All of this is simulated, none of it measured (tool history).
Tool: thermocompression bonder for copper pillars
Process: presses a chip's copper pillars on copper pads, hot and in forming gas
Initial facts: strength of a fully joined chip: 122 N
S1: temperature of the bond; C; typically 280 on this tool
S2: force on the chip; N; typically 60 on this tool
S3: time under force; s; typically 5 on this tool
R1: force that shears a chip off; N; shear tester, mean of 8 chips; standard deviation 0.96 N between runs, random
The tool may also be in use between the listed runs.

Run 1, day 0: usual settings. Result: R1 81.1 N.
Run 2, day 0.475: usual settings but S2 89 N. Result: R1 96 N.
Run 3, day 1.525: usual settings but S3 11 s. Result: R1 99.4 N.
Run 4, day 2.079: usual settings but S1 252 C, S3 11 s. Result: R1 73.2 N.
Run 5, day 2.704: usual settings. Result: R1 82.9 N.
Run 6, day 3.388: usual settings. Result: R1 81.7 N.
At day 4.025: force cell calibrated.
Run 7, day 4.171: usual settings but S3 7 s. Result: R1 89.7 N.
Run 8, day 4.662: usual settings but S3 7 s. Result: R1 87 N.
Run 9, day 5.579: usual settings. Result: R1 81.6 N.
Run 10, day 6.575: usual settings. Result: R1 81.5 N.
Run 11, day 7.138: usual settings. Result: R1 80.7 N.
Run 12, day 7.825: usual settings but S1 297 C. Result: R1 96.4 N.
Run 13, day 8.292: usual settings but S1 297 C. Result: R1 98 N.
Run 14, day 8.9: usual settings but S1 295 C, S2 44 N, S3 7 s. Result: R1 90.1 N.
Run 15, day 9.629: usual settings but S1 273 C, S2 45 N, S3 4 s. Result: R1 59.7 N.
Run 16, day 10.392: usual settings but S1 273 C, S2 45 N, S3 6 s. Result: R1 67.7 N.
At day 10.579: forming gas filter changed.
Run 17, day 11.029: usual settings but S1 298 C, S2 42 N, S3 9 s. Result: R1 95 N.
Run 18, day 11.688: usual settings but S1 298 C, S2 63 N, S3 3 s. Result: R1 89.8 N.
Run 19, day 12.258: usual settings but S1 298 C, S2 63 N, S3 3 s. Result: R1 87.9 N.
Run 20, day 13.317: usual settings but S1 284 C, S3 3 s. Result: R1 76.7 N.
Run 21, day 14.25: usual settings but S1 284 C, S2 41 N, S3 3 s. Result: R1 59.6 N.
Run 22, day 15.346: usual settings but S2 47 N, S3 11 s. Result: R1 88.3 N.

Branching from run 22: 3 alternative next runs. What would each branch give?
Run A, day 16.421: usual settings but S3 3 s. Result: R1 ?.
Run B, day 16.421: usual settings but S2 74 N, S3 3 s. Result: R1 ?.
Run C, day 16.421: usual settings but S2 52 N, S3 11 s. Result: R1 ?.

run    R1
  A  69.7
  B  80.9
  C    92
Without the tool's hidden state the same runs would have given:
run    R1
  A    70
  B  81.3
  C  92.3
